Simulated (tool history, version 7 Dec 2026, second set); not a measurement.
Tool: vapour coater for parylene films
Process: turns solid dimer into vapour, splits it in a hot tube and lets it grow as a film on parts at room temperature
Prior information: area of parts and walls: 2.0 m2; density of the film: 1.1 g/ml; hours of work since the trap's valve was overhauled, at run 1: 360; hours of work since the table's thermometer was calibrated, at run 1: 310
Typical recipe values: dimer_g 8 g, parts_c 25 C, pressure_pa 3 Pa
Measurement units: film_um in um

run,hour,dimer_g,parts_c,pressure_pa,hours of work since the trap's valve was overhauled,hours of work since the table's thermometer was calibrated,film_um
1,0,8,25,3,360,310,2.59
2,11,8,19,3,366,315,2.94
3,25.7,8,19,3,373,323,2.96
4,36,3,19,3,379,328,1.11
5,55,3,19,3,388,338,1.1
6,78.3,3,19,3,400,350,1.09

Estimate the outcome of run 7 from the log above:
7,91.2,8,25,3,407,356,?

{"run 7": {"film_um": 2.58}}
With no hidden state in the tool, this same run would have given film_um 2.67 um.

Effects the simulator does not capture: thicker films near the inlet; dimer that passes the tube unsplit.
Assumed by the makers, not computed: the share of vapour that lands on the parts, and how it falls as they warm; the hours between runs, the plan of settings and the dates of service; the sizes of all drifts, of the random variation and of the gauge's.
